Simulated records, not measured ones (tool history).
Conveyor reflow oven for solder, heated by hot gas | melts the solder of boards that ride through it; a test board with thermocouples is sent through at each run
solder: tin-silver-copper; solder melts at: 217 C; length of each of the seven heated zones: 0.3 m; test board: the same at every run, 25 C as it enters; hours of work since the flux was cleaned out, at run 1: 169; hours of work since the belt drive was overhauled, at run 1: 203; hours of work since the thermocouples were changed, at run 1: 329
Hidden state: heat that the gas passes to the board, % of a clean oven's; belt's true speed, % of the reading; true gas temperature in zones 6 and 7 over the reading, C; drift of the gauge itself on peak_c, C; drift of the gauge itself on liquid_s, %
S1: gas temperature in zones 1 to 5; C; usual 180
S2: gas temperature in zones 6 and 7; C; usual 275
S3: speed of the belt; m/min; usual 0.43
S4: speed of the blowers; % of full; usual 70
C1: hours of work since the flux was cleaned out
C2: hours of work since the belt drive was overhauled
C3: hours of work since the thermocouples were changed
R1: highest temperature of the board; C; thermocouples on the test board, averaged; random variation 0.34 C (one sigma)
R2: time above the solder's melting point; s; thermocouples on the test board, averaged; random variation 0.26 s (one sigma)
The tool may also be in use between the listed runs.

Run 1, hour 0: usual settings; C1 169; C2 203; C3 329. Result: R1 258.8 C, R2 70.1 s.
Run 2, hour 69.8: usual settings but S4 65 % of full; C1 203; C2 237; C3 363. Result: R1 258 C, R2 69.1 s.
Run 3, hour 108.9: usual settings but S4 55 % of full; C1 221; C2 255; C3 381. Result: R1 255.9 C, R2 66.9 s.
Run 4, hour 147.9: usual settings but S4 55 % of full; C1 240; C2 274; C3 400. Result: R1 255.2 C, R2 66.7 s.
Run 5, hour 224.6: usual settings but S4 55 % of full; C1 276; C2 310; C3 436. Result: R1 256 C, R2 67.2 s.
Run 6, hour 264.3: usual settings but S1 182 C; C1 295; C2 329; C3 455. Result: R1 259.4 C, R2 70.8 s.
Run 7, hour 332.7: usual settings but S1 182 C; C1 328; C2 362; C3 488. Result: R1 259.6 C, R2 70.5 s.
Run 8, hour 396.2: usual settings; C1 358; C2 392; C3 518. Result: R1 259.4 C, R2 70 s.
Run 9, hour 453: usual settings; C1 385; C2 419; C3 545. Result: R1 259.6 C, R2 69.4 s.
Run 10, hour 489.3: usual settings; C1 402; C2 436; C3 562. Result: R1 259 C, R2 69.9 s.
Run 11, hour 557.9: usual settings; C1 435; C2 469; C3 595. Result: R1 259.5 C, R2 69.6 s.
Run 12, hour 589.3: usual settings; C1 450; C2 484; C3 610. Result: R1 258.6 C, R2 70.1 s.
Run 13, hour 621.6: usual settings; C1 465; C2 499; C3 625. Result: R1 259.5 C, R2 69.9 s.
At hour 655.4: flux residue cleaned out of gas plates and filters.
Run 14, hour 701.1: usual settings but S1 184 C; C1 22; C2 535; C3 661. Result: R1 259.7 C, R2 72.1 s.
Run 15, hour 775.1: usual settings; C1 57; C2 570; C3 696. Result: R1 258.7 C, R2 69.6 s.
Run 16, hour 816.5: usual settings but S1 187 C, S2 268 C, S3 0.489 m/min, S4 65 % of full; C1 77; C2 590; C3 715. Result: R1 249.4 C, R2 56.2 s.
Run 17, hour 848.2: usual settings but S1 174 C, S2 277 C, S3 0.489 m/min, S4 90 % of full; C1 92; C2 605; C3 731. Result: R1 258.5 C, R2 58.8 s.
Run 18, hour 909.4: usual settings but S1 174 C, S2 277 C, S3 0.489 m/min, S4 90 % of full; C1 121; C2 634; C3 760. Result: R1 259.7 C, R2 59 s.
Run 19, hour 950.5: usual settings but S1 174 C, S2 277 C, S3 0.489 m/min, S4 90 % of full; C1 140; C2 653; C3 779. Result: R1 258.8 C, R2 59.3 s.
Run 20, hour 1013.6: usual settings but S1 174 C, S2 286 C, S3 0.489 m/min, S4 90 % of full; C1 170; C2 683; C3 809. Result: R1 267.1 C, R2 63.2 s.
Run 21, hour 1063.4: usual settings but S1 174 C, S2 286 C, S3 0.489 m/min, S4 90 % of full; C1 194; C2 707; C3 833. Result: R1 266.5 C, R2 63.3 s.
Run 22, hour 1103.6: usual settings but S1 175 C, S2 274 C, S3 0.412 m/min, S4 90 % of full; C1 213; C2 726; C3 852. Result: R1 261.3 C, R2 73.1 s.
At hour 1157: thermocouples of zones 6 and 7 changed.
Run 23, hour 1175.6: usual settings but S1 194 C, S3 0.389 m/min; C1 247; C2 759; C3 9. Result: R1 263.9 C, R2 87.7 s.
Run 24, hour 1217.6: usual settings but S1 167 C, S3 0.389 m/min; C1 267; C2 779; C3 29. Result: R1 260.2 C, R2 73.4 s.
Run 25, hour 1248.9: usual settings but S1 177 C, S2 267 C, S3 0.343 m/min; C1 281; C2 794; C3 44. Result: R1 257.4 C, R2 87.3 s.
Run 26, hour 1324.5: usual settings but S1 177 C, S2 267 C, S3 0.343 m/min; C1 317; C2 830; C3 80. Result: R1 257.3 C, R2 87 s.
Run 27, hour 1391.4: usual settings but S1 191 C, S4 64 % of full; C1 349; C2 862; C3 112. Result: R1 260 C, R2 75.6 s.
Run 28, hour 1464.7: usual settings but S1 191 C, S2 270 C, S4 69 % of full; C1 384; C2 897; C3 146. Result: R1 256.2 C, R2 73.3 s.
Run 29, hour 1532.7: usual settings but S1 188 C, S2 284 C, S3 0.505 m/min, S4 54 % of full; C1 417; C2 929; C3 179. Result: R1 258.6 C, R2 60.9 s.
At hour 1548.1: belt drive overhauled, speed set with a stopwatch.
Run 30, hour 1572.1: usual settings but S1 188 C, S2 268 C, S3 0.356 m/min, S4 74 % of full; C1 433; C2 11; C3 196. Result: R1 259.5 C, R2 90.3 s.

Forecast each of these 5 alternatives for the next run:
Run A, hour 1640.2: usual settings but S1 192 C, S3 0.372 m/min, S4 51 % of full; C1 466; C2 44; C3 228. Result: R1 ?, R2 ?.
Run B, hour 1640.2: usual settings but S1 183 C; C1 466; C2 44; C3 228. Result: R1 ?, R2 ?.
Run C, hour 1640.2: usual settings but S4 84 % of full; C1 466; C2 44; C3 228. Result: R1 ?, R2 ?.
Run D, hour 1640.2: usual settings but S1 188 C, S2 268 C, S3 0.446 m/min, S4 74 % of full; C1 466; C2 44; C3 228. Result: R1 ?, R2 ?.
Run E, hour 1640.2: usual settings but S1 169 C, S2 268 C, S3 0.356 m/min, S4 52 % of full; C1 466; C2 44; C3 228. Result: R1 ?, R2 ?.

run     R1    R2
  A  262.3  89.2
  B  259.6  71.1
  C  261.3  71.5
  D  254.6    68
  E  253.4  75.1
Without the tool's hidden state the same runs would have given:
run     R1    R2
  A  262.3  89.3
  B  259.7  71.1
  C  261.3  71.5
  D  254.6    68
  E  253.5  75.1

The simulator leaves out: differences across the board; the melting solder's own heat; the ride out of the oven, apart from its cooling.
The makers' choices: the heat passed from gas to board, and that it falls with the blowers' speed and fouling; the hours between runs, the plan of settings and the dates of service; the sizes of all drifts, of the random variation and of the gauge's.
